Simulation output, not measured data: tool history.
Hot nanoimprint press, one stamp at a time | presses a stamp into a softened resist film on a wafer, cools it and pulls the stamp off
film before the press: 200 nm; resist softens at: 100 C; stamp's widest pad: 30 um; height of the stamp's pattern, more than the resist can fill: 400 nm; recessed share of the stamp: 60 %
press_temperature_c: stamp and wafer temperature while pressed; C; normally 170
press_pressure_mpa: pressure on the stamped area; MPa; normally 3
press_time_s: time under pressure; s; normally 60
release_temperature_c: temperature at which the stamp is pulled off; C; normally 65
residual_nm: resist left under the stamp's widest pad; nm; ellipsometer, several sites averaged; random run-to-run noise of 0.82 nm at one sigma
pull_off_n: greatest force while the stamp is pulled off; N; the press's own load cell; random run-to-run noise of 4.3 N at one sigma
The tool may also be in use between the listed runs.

run    hour  press_temperature_c  press_pressure_mpa  press_time_s  release_temperature_c  residual_nm  pull_off_n
  1       0                  170                   3            60                     65        113.3         260
  2    76.1                  170                3.22            60                     65        107.9         273
      134.8  -- stamp cleaned and given a new release coat
  3     135                  170                3.22            60                     65        107.8         189
      182.1  -- plate thermocouple calibrated
  4   182.1                  170                3.22            60                     65        116.2         219
  5   226.7                  170                3.22            60                     65        117.8         228
  6   265.2                  170                   3            60                     65        117.3         229
  7   308.6                  170                3.41            60                     65        113.8         225
  8   364.8                  170                3.41            60                     65        112.8         232
  9   422.2                  170                3.41            60                     65        111.5         251
      453.1  -- press's hydraulic seals changed and the load cell set to zero
 10     478                  170                3.41            60                     65        108.3         254
 11   530.7                  170                3.41            60                     65        109.8         255
 12   605.1                  170                   3            81                     52        103.4         382
 13   663.4                  180                 2.5            86                     54         77.9         370
      711.8  -- stamp cleaned and given a new release coat
 14   718.9                  165                4.22            73                     50        109.1         293
 15   755.3                  165                4.22            73                     50        108.2         315
 16   814.7                  165                4.22            73                     50        109.9         313
 17   883.7                  174                   3           120                     65         76.7         228
 18   959.7                  170                   3            70                     63        105.4         241
 19    1036                  166                   3            60                     66        128.5         228
     1057.5  -- plate thermocouple calibrated
 20  1073.3                  180                   3            60                     65         85.5         264
 21  1136.1                  170                2.66            34                     58          143         334
 22  1212.8                  170                2.66            34                     58        143.7         322

Results for each run, recomputed without the tool's hidden state and with each run's random variation untouched:
Hidden state present: true temperature over the reading, C; pressure that arrives at the usual setting, %; grip of the stamp's worn release coat, % over a new coat's; drift of the gauge itself on residual_nm, %; drift of the gauge itself on pull_off_n, %.
run  residual_nm  pull_off_n
  1        119.5         212
  2        114.7         215
  3        114.9         203
  4        114.5         213
  5        116.4         216
  6        116.4         212
  7          113         203
  8        112.4         203
  9        111.5         213
 10        111.3         211
 11        113.1         207
 12        107.2         296
 13         81.2         279
 14        113.9         300
 15        113.2         315
 16        115.3         303
 17         81.3         215
 18        111.8         218
 19        135.9         199
 20         84.5         211
 21        142.6         259
 22          144         241
